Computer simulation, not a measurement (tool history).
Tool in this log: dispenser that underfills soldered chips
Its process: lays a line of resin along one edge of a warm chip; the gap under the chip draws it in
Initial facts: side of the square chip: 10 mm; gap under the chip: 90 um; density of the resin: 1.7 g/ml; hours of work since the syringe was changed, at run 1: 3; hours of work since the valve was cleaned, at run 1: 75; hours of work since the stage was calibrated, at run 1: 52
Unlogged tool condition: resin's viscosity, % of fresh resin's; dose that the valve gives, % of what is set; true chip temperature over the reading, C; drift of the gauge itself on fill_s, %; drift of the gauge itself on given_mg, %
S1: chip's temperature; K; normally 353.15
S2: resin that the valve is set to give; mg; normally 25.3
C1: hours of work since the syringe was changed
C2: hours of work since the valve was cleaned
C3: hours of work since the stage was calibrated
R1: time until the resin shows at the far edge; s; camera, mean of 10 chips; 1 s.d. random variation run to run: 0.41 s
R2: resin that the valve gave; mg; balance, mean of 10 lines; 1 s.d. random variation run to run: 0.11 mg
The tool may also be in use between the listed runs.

{"run": 1, "hour": 0.0, "S1": 353.15, "S2": 25.3, "C1": 3, "C2": 75, "C3": 52, "R1": 32.3, "R2": 24.27}
{"run": 2, "hour": 6.6, "S1": 353.15, "S2": 25.3, "C1": 8, "C2": 80, "C3": 57, "R1": 40.4, "R2": 24.19}
{"run": 3, "hour": 10.2, "S1": 366.15, "S2": 25.3, "C1": 10, "C2": 83, "C3": 59, "R1": 27.5, "R2": 24.22}
{"hour": 11.6, "done": "new syringe of resin"}
{"run": 4, "hour": 16.6, "S1": 366.15, "S2": 25.3, "C1": 4, "C2": 87, "C3": 64, "R1": 19.5, "R2": 24.22}
{"run": 5, "hour": 23.0, "S1": 353.15, "S2": 25.3, "C1": 8, "C2": 92, "C3": 68, "R1": 41.7, "R2": 24.07}
{"run": 6, "hour": 25.9, "S1": 353.15, "S2": 25.3, "C1": 10, "C2": 94, "C3": 70, "R1": 46.5, "R2": 24.02}
{"hour": 27.8, "done": "new syringe of resin"}
{"run": 7, "hour": 32.2, "S1": 353.15, "S2": 25.3, "C1": 3, "C2": 98, "C3": 74, "R1": 32, "R2": 23.98}
{"run": 8, "hour": 37.9, "S1": 353.15, "S2": 25.3, "C1": 7, "C2": 102, "C3": 79, "R1": 38.3, "R2": 24.08}
{"run": 9, "hour": 40.8, "S1": 353.15, "S2": 25.3, "C1": 9, "C2": 104, "C3": 81, "R1": 43.1, "R2": 23.96}
{"hour": 44.3, "done": "new syringe of resin"}
{"run": 10, "hour": 44.7, "S1": 353.15, "S2": 25.3, "C1": 0, "C2": 107, "C3": 83, "R1": 28.3, "R2": 23.72}
{"run": 11, "hour": 48.2, "S1": 353.15, "S2": 25.3, "C1": 3, "C2": 109, "C3": 86, "R1": 31.7, "R2": 23.83}
{"run": 12, "hour": 53.1, "S1": 353.15, "S2": 25.3, "C1": 6, "C2": 113, "C3": 89, "R1": 36.7, "R2": 23.78}
{"run": 13, "hour": 56.4, "S1": 346.15, "S2": 25.3, "C1": 9, "C2": 115, "C3": 92, "R1": 55.9, "R2": 23.89}
{"hour": 60.8, "done": "new syringe of resin"}
{"run": 14, "hour": 62.1, "S1": 346.15, "S2": 25.3, "C1": 1, "C2": 119, "C3": 95, "R1": 37.2, "R2": 23.75}
{"run": 15, "hour": 66.8, "S1": 346.15, "S2": 25.3, "C1": 4, "C2": 122, "C3": 99, "R1": 45.1, "R2": 23.59}
{"run": 16, "hour": 72.5, "S1": 353.15, "S2": 25.3, "C1": 8, "C2": 127, "C3": 103, "R1": 41.4, "R2": 23.6}
{"hour": 76.8, "done": "new syringe of resin"}
{"run": 17, "hour": 76.8, "S1": 353.15, "S2": 26.9, "C1": 0, "C2": 129, "C3": 106, "R1": 27.2, "R2": 25.1}
{"run": 18, "hour": 82.8, "S1": 353.15, "S2": 25.3, "C1": 4, "C2": 134, "C3": 110, "R1": 34.1, "R2": 23.52}
{"run": 19, "hour": 88.4, "S1": 339.15, "S2": 25.3, "C1": 8, "C2": 138, "C3": 114, "R1": 75.2, "R2": 23.48}
{"run": 20, "hour": 92.1, "S1": 339.15, "S2": 25.3, "C1": 11, "C2": 140, "C3": 117, "R1": 84.9, "R2": 23.56}
{"hour": 93.0, "done": "new syringe of resin"}
{"hour": 96.8, "done": "dispensing valve cleaned and set on the balance"}
{"run": 21, "hour": 96.9, "S1": 360.15, "S2": 25.3, "C1": 2, "C2": 0, "C3": 119, "R1": 21.7, "R2": 25.35}
{"run": 22, "hour": 101.8, "S1": 353.15, "S2": 23.5, "C1": 6, "C2": 4, "C3": 123, "R1": 35, "R2": 23.33}
{"run": 23, "hour": 108.2, "S1": 363.15, "S2": 26.5, "C1": 10, "C2": 8, "C3": 127, "R1": 30.1, "R2": 26.22}
{"hour": 110.0, "done": "new syringe of resin"}
{"run": 24, "hour": 113.9, "S1": 355.15, "S2": 25.3, "C1": 3, "C2": 12, "C3": 131, "R1": 28.8, "R2": 25}
{"run": 25, "hour": 120.2, "S1": 355.15, "S2": 25.3, "C1": 7, "C2": 17, "C3": 136, "R1": 36.1, "R2": 25.13}
{"run": 26, "hour": 124.7, "S1": 355.15, "S2": 25.3, "C1": 11, "C2": 20, "C3": 139, "R1": 42.6, "R2": 24.98}
{"hour": 126.4, "done": "new syringe of resin"}
{"run": 27, "hour": 131.2, "S1": 360.15, "S2": 24.4, "C1": 3, "C2": 24, "C3": 143, "R1": 24.8, "R2": 24.16}
{"run": 28, "hour": 134.8, "S1": 360.15, "S2": 24.4, "C1": 6, "C2": 27, "C3": 146, "R1": 28.4, "R2": 24}
{"run": 29, "hour": 138.6, "S1": 352.15, "S2": 28.1, "C1": 9, "C2": 30, "C3": 149, "R1": 43.3, "R2": 27.68}
{"hour": 142.5, "done": "new syringe of resin"}
{"run": 30, "hour": 145.2, "S1": 363.15, "S2": 23.5, "C1": 2, "C2": 34, "C3": 153, "R1": 20.7, "R2": 23.19}
{"run": 31, "hour": 151.7, "S1": 363.15, "S2": 23.5, "C1": 7, "C2": 39, "C3": 158, "R1": 25.2, "R2": 23.2}
{"hour": 158.8, "done": "new syringe of resin"}
{"run": 32, "hour": 158.8, "S1": 344.15, "S2": 24.8, "C1": 0, "C2": 44, "C3": 163, "R1": 39.6, "R2": 24.17}
{"run": 33, "hour": 165.2, "S1": 351.15, "S2": 25.2, "C1": 5, "C2": 48, "C3": 167, "R1": 37.3, "R2": 24.57}
{"run": 34, "hour": 170.7, "S1": 359.15, "S2": 26.2, "C1": 9, "C2": 52, "C3": 171, "R1": 31.8, "R2": 25.34}
{"hour": 175.1, "done": "new syringe of resin"}
{"run": 35, "hour": 176.3, "S1": 343.15, "S2": 22.6, "C1": 1, "C2": 56, "C3": 175, "R1": 43.9, "R2": 21.99}
{"run": 36, "hour": 180.4, "S1": 343.15, "S2": 22.6, "C1": 4, "C2": 59, "C3": 178, "R1": 50.1, "R2": 21.89}

How the hidden state differs across the entries between the runs, from the last listed run before each to the first after it:
In the gap between runs 3 and 4: new syringe of resin (hour 11.6)
  resin's viscosity, % of fresh resin's: 166.1 -> 121.3; dose that the valve gives, % of what is set: 95.71 -> 95.48; true chip temperature over the reading, C: 0.37 -> 0.38
  measured result minus the result with no hidden state, R1: +10.9 -> +3.3 s; R2: -1.09 -> -1.14 mg
In the gap between runs 6 and 7: new syringe of resin (hour 27.8)
  resin's viscosity, % of fresh resin's: 168.6 -> 113.4; dose that the valve gives, % of what is set: 95.13 -> 94.89; true chip temperature over the reading, C: 0.41 -> 0.43
  measured result minus the result with no hidden state, R1: +18.5 -> +3.4 s; R2: -1.23 -> -1.3 mg
In the gap between runs 9 and 10: new syringe of resin (hour 44.3)
  resin's viscosity, % of fresh resin's: 154 -> 100.8; dose that the valve gives, % of what is set: 94.53 -> 94.4; true chip temperature over the reading, C: 0.46 -> 0.47
  measured result minus the result with no hidden state, R1: +14.7 -> -0.2 s; R2: -1.38 -> -1.41 mg
In the gap between runs 13 and 14: new syringe of resin (hour 60.8)
  resin's viscosity, % of fresh resin's: 152.8 -> 105; dose that the valve gives, % of what is set: 93.96 -> 93.73; true chip temperature over the reading, C: 0.51 -> 0.53
  measured result minus the result with no hidden state, R1: +18.8 -> +1.3 s; R2: -1.53 -> -1.6 mg
In the gap between runs 16 and 17: new syringe of resin (hour 76.8)
  resin's viscosity, % of fresh resin's: 151.7 -> 98.5; dose that the valve gives, % of what is set: 93.34 -> 93.18; true chip temperature over the reading, C: 0.56 -> 0.57
  measured result minus the result with no hidden state, R1: +13.7 -> -0.9 s; R2: -1.69 -> -1.83 mg
In the gap between runs 20 and 21: new syringe of resin (hour 93); dispensing valve cleaned and set on the balance (hour 96.8)
  resin's viscosity, % of fresh resin's: 169.5 -> 108.9; dose that the valve gives, % of what is set: 92.58 -> 100.17; true chip temperature over the reading, C: 0.62 -> 0.63
  measured result minus the result with no hidden state, R1: +33.9 -> +1.3 s; R2: -1.89 -> +0.04 mg
In the gap between runs 23 and 24: new syringe of resin (hour 110)
  resin's viscosity, % of fresh resin's: 162.4 -> 113; dose that the valve gives, % of what is set: 99.76 -> 99.56; true chip temperature over the reading, C: 0.67 -> 0.69
  measured result minus the result with no hidden state, R1: +11 -> +2.6 s; R2: -0.07 -> -0.11 mg
In the gap between runs 26 and 27: new syringe of resin (hour 126.4)
  resin's viscosity, % of fresh resin's: 165.8 -> 119.3; dose that the valve gives, % of what is set: 99.16 -> 98.92; true chip temperature over the reading, C: 0.72 -> 0.74
  measured result minus the result with no hidden state, R1: +16 -> +3.4 s; R2: -0.21 -> -0.26 mg
In the gap between runs 29 and 30: new syringe of resin (hour 142.5)
  resin's viscosity, % of fresh resin's: 155.3 -> 109.2; dose that the valve gives, % of what is set: 98.66 -> 98.41; true chip temperature over the reading, C: 0.76 -> 0.78
  measured result minus the result with no hidden state, R1: +14.6 -> +1.2 s; R2: -0.37 -> -0.38 mg
In the gap between runs 31 and 32: new syringe of resin (hour 158.8)
  resin's viscosity, % of fresh resin's: 137.4 -> 99.5; dose that the valve gives, % of what is set: 98.18 -> 97.93; true chip temperature over the reading, C: 0.8 -> 0.82
  measured result minus the result with no hidden state, R1: +6.4 -> -1.5 s; R2: -0.43 -> -0.51 mg
In the gap between runs 34 and 35: new syringe of resin (hour 175.1)
  resin's viscosity, % of fresh resin's: 151.7 -> 105.3; dose that the valve gives, % of what is set: 97.49 -> 97.29; true chip temperature over the reading, C: 0.86 -> 0.88
  measured result minus the result with no hidden state, R1: +10.2 -> +0.8 s; R2: -0.66 -> -0.62 mg
